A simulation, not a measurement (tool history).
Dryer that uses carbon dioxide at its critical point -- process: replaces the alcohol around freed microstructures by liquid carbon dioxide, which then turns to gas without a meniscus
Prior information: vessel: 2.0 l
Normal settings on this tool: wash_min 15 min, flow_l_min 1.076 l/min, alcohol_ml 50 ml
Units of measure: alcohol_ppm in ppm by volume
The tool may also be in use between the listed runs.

| run | day | wash_min | flow_l_min | alcohol_ml | alcohol_ppm |
|---|---|---|---|---|---|
| 1 | 0.000 | 15 | 1.076 | 50 | 171 |
| 2 | 1.367 | 15 | 1.076 | 50 | 203 |
| 3 | 2.675 | 15 | 1.076 | 50 | 226 |
|  | 3.100 | inlet filter changed |
| 4 | 4.792 | 15 | 1.076 | 50 | 164 |
| 5 | 6.508 | 15 | 1.076 | 50 | 189 |
| 6 | 8.108 | 15 | 1.076 | 50 | 201 |
| 7 | 10.417 | 15 | 1.076 | 50 | 212 |
| 8 | 13.104 | 15 | 1.076 | 50 | 230 |
| 9 | 14.658 | 15 | 1.076 | 50 | 264 |
|  | 15.842 | inlet filter changed |
| 10 | 17.717 | 15 | 1.076 | 50 | 246 |
| 11 | 20.129 | 15 | 1.076 | 50 | 255 |
| 12 | 22.288 | 19 | 0.840 | 48 | 277 |
| 13 | 25.304 | 22 | 0.780 | 115 | 343 |
| 14 | 27.962 | 12 | 1.430 | 88 | 349 |

Run 15, settings as shown, results not yet in. Your forecast:
|  | 28.604 | inlet filter changed |
| 15 | 29.671 | 12 | 1.430 | 88 | ? |

{"run 15": {"alcohol_ppm": 312}}
Take away the tool's hidden state, keep the run-to-run variation as it was, and the same run would have given alcohol_ppm 36 ppm by volume.
